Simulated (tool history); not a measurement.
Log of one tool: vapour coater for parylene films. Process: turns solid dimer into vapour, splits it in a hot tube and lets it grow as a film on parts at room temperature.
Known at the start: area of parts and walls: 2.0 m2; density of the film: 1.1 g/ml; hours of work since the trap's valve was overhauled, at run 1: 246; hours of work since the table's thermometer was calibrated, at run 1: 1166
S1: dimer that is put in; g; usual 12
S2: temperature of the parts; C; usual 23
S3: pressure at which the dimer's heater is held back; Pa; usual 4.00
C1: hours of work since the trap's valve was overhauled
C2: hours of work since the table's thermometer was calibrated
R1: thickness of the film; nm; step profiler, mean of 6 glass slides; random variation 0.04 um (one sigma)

{"run": 1, "hour": 0.0, "S1": 12, "S2": 23, "S3": 4.0, "C1": 246, "C2": 1166, "R1": 3790}
{"run": 2, "hour": 21.3, "S1": 12, "S2": 23, "S3": 4.0, "C1": 265, "C2": 1185, "R1": 3640}
{"hour": 30.3, "done": "trap's valve overhauled"}
{"run": 3, "hour": 52.9, "S1": 12, "S2": 23, "S3": 4.0, "C1": 20, "C2": 1209, "R1": 3490}
{"run": 4, "hour": 71.9, "S1": 12, "S2": 23, "S3": 4.0, "C1": 36, "C2": 1226, "R1": 3490}
{"run": 5, "hour": 107.2, "S1": 12, "S2": 23, "S3": 4.0, "C1": 67, "C2": 1257, "R1": 3370}
{"run": 6, "hour": 128.9, "S1": 12, "S2": 23, "S3": 3.58, "C1": 86, "C2": 1276, "R1": 3450}
{"run": 7, "hour": 150.0, "S1": 12, "S2": 23, "S3": 3.58, "C1": 105, "C2": 1294, "R1": 3410}
{"run": 8, "hour": 185.1, "S1": 12, "S2": 23, "S3": 3.58, "C1": 135, "C2": 1325, "R1": 3320}
{"hour": 218.6, "done": "trap's valve overhauled, once more"}
{"run": 9, "hour": 224.9, "S1": 12, "S2": 23, "S3": 4.98, "C1": 5, "C2": 1356, "R1": 4030}
{"run": 10, "hour": 262.6, "S1": 12, "S2": 23, "S3": 10.17, "C1": 38, "C2": 1389, "R1": 3460}
{"run": 11, "hour": 289.0, "S1": 15, "S2": 23, "S3": 4.0, "C1": 62, "C2": 1412, "R1": 5140}
{"run": 12, "hour": 316.1, "S1": 12, "S2": 19, "S3": 4.0, "C1": 85, "C2": 1436, "R1": 4960}
{"run": 13, "hour": 346.5, "S1": 12, "S2": 19, "S3": 4.0, "C1": 112, "C2": 1462, "R1": 4780}
{"run": 14, "hour": 364.0, "S1": 12, "S2": 19, "S3": 4.0, "C1": 127, "C2": 1478, "R1": 4850}
{"run": 15, "hour": 388.4, "S1": 9, "S2": 19, "S3": 4.0, "C1": 148, "C2": 1499, "R1": 3630}
{"run": 16, "hour": 404.9, "S1": 9, "S2": 19, "S3": 4.0, "C1": 163, "C2": 1514, "R1": 3510}
{"run": 17, "hour": 432.4, "S1": 12, "S2": 23, "S3": 4.0, "C1": 187, "C2": 1538, "R1": 3840}
{"run": 18, "hour": 468.7, "S1": 18, "S2": 23, "S3": 4.0, "C1": 219, "C2": 1569, "R1": 5730}
{"run": 19, "hour": 503.6, "S1": 12, "S2": 24, "S3": 4.0, "C1": 249, "C2": 1600, "R1": 3590}
{"hour": 529.0, "done": "trap's valve overhauled"}
{"run": 20, "hour": 529.0, "S1": 12, "S2": 24, "S3": 4.0, "C1": 0, "C2": 1619, "R1": 3990}
{"run": 21, "hour": 568.2, "S1": 12, "S2": 24, "S3": 3.33, "C1": 34, "C2": 1653, "R1": 4040}
{"run": 22, "hour": 585.1, "S1": 12, "S2": 24, "S3": 3.33, "C1": 49, "C2": 1668, "R1": 4060}
{"run": 23, "hour": 613.3, "S1": 12, "S2": 24, "S3": 3.33, "C1": 74, "C2": 1692, "R1": 4090}
{"run": 24, "hour": 632.8, "S1": 12, "S2": 23, "S3": 4.0, "C1": 91, "C2": 1709, "R1": 4030}
{"run": 25, "hour": 660.3, "S1": 9, "S2": 23, "S3": 6.26, "C1": 115, "C2": 1733, "R1": 2670}
{"run": 26, "hour": 690.8, "S1": 6, "S2": 23, "S3": 7.2, "C1": 141, "C2": 1760, "R1": 1740}
{"run": 27, "hour": 712.3, "S1": 7, "S2": 17, "S3": 3.39, "C1": 160, "C2": 1779, "R1": 2880}
{"run": 28, "hour": 750.1, "S1": 7, "S2": 17, "S3": 3.39, "C1": 193, "C2": 1812, "R1": 2850}
{"run": 29, "hour": 767.0, "S1": 9, "S2": 17, "S3": 9.6, "C1": 208, "C2": 1827, "R1": 3240}
{"run": 30, "hour": 791.0, "S1": 5, "S2": 29, "S3": 9.89, "C1": 229, "C2": 1848, "R1": 970}
{"run": 31, "hour": 808.7, "S1": 5, "S2": 29, "S3": 9.89, "C1": 245, "C2": 1863, "R1": 960}
{"hour": 839.3, "done": "trap's valve overhauled"}
{"run": 32, "hour": 850.1, "S1": 5, "S2": 29, "S3": 9.89, "C1": 9, "C2": 1896, "R1": 1070}
{"run": 33, "hour": 884.4, "S1": 5, "S2": 29, "S3": 9.89, "C1": 39, "C2": 1926, "R1": 1070}
{"run": 34, "hour": 911.9, "S1": 5, "S2": 23, "S3": 4.0, "C1": 63, "C2": 1950, "R1": 1710}
{"run": 35, "hour": 932.4, "S1": 15, "S2": 15, "S3": 11.56, "C1": 81, "C2": 1968, "R1": 5890}
{"run": 36, "hour": 954.1, "S1": 19, "S2": 16, "S3": 5.32, "C1": 100, "C2": 1987, "R1": 8070}
{"run": 37, "hour": 986.3, "S1": 12, "S2": 23, "S3": 2.09, "C1": 129, "C2": 2015, "R1": 4490}
{"run": 38, "hour": 1007.3, "S1": 12, "S2": 23, "S3": 2.09, "C1": 147, "C2": 2033, "R1": 4440}
{"run": 39, "hour": 1043.6, "S1": 12, "S2": 22, "S3": 4.0, "C1": 179, "C2": 2065, "R1": 4020}
{"run": 40, "hour": 1082.0, "S1": 12, "S2": 23, "S3": 3.93, "C1": 212, "C2": 2099, "R1": 3790}
{"run": 41, "hour": 1105.8, "S1": 6, "S2": 23, "S3": 10.18, "C1": 233, "C2": 2119, "R1": 1540}
{"run": 42, "hour": 1132.0, "S1": 9, "S2": 23, "S3": 2.33, "C1": 256, "C2": 2142, "R1": 3080}
{"hour": 1150.4, "done": "trap's valve overhauled"}
{"run": 43, "hour": 1157.7, "S1": 9, "S2": 23, "S3": 4.0, "C1": 6, "C2": 2161, "R1": 3080}
{"hour": 1176.9, "done": "table's thermometer calibrated"}
{"run": 44, "hour": 1186.9, "S1": 8, "S2": 23, "S3": 2.66, "C1": 31, "C2": 9, "R1": 3070}
{"run": 45, "hour": 1225.7, "S1": 8, "S2": 23, "S3": 2.66, "C1": 65, "C2": 43, "R1": 3050}
{"run": 46, "hour": 1256.5, "S1": 12, "S2": 23, "S3": 2.76, "C1": 92, "C2": 70, "R1": 4550}
{"run": 47, "hour": 1286.3, "S1": 11, "S2": 23, "S3": 2.39, "C1": 118, "C2": 96, "R1": 4150}

Forecast each of these 3 alternatives for the next run:
{"run": "A", "hour": 1305.0, "S1": 14, "S2": 18, "S3": 2.39, "C1": 134, "C2": 112, "R1": "?"}
{"run": "B", "hour": 1305.0, "S1": 12, "S2": 15, "S3": 4.0, "C1": 134, "C2": 112, "R1": "?"}
{"run": "C", "hour": 1305.0, "S1": 12, "S2": 15, "S3": 7.9, "C1": 134, "C2": 112, "R1": "?"}

run=A R1=5880
run=B R1=5020
run=C R1=5000
Without the tool's hidden state the same runs would have given:
run=A R1=6270
run=B R1=5340
run=C R1=5330
